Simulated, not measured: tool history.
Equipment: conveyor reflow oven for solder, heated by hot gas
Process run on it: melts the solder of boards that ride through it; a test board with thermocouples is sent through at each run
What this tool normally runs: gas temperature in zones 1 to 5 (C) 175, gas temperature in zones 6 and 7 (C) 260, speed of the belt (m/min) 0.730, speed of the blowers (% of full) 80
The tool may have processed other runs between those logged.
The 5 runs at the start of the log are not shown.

run	day	gas temperature in zones 1 to 5 (C)	gas temperature in zones 6 and 7 (C)	speed of the belt (m/min)	speed of the blowers (% of full)	hours of work since the flux was cleaned out	hours of work since the belt drive was overhauled	hours of work since the thermocouples were changed	highest temperature of the board (C)	time above the solder's melting point (s)
# day 8.875: flux residue cleaned out of gas plates and filters
6	10.996	175	260	0.730	80	22	471	54	246.1	40.2
7	13.667	173	260	0.730	80	50	499	82	245.9	39.3
8	16.450	173	260	0.608	80	79	528	111	250.5	51.7
9	18.404	173	260	0.608	80	100	548	132	250.3	52.3
10	20.508	173	260	0.608	80	122	570	154	250.3	52.0
11	22.467	173	260	0.608	80	142	591	174	250.5	52.1
12	25.583	161	260	0.608	80	175	624	207	249.0	47.7
# day 27.896: flux residue cleaned out of gas plates and filters
13	28.683	175	260	0.730	80	8	654	237	246.2	40.1
14	30.496	175	260	0.652	80	27	673	256	249.1	47.6
15	32.675	175	260	0.652	80	50	695	279	249.1	47.9

Estimate the outcome of run 16 from the log above:
16	35.450	175	260	0.730	80	79	724	308	?	?

{"run 16": {"highest temperature of the board (C)": 246.2, "time above the solder's melting point (s)": 40.0}}
Without the tool's hidden state the same run would have given highest temperature of the board (C) 246.2, time above the solder's melting point (s) 40.0.
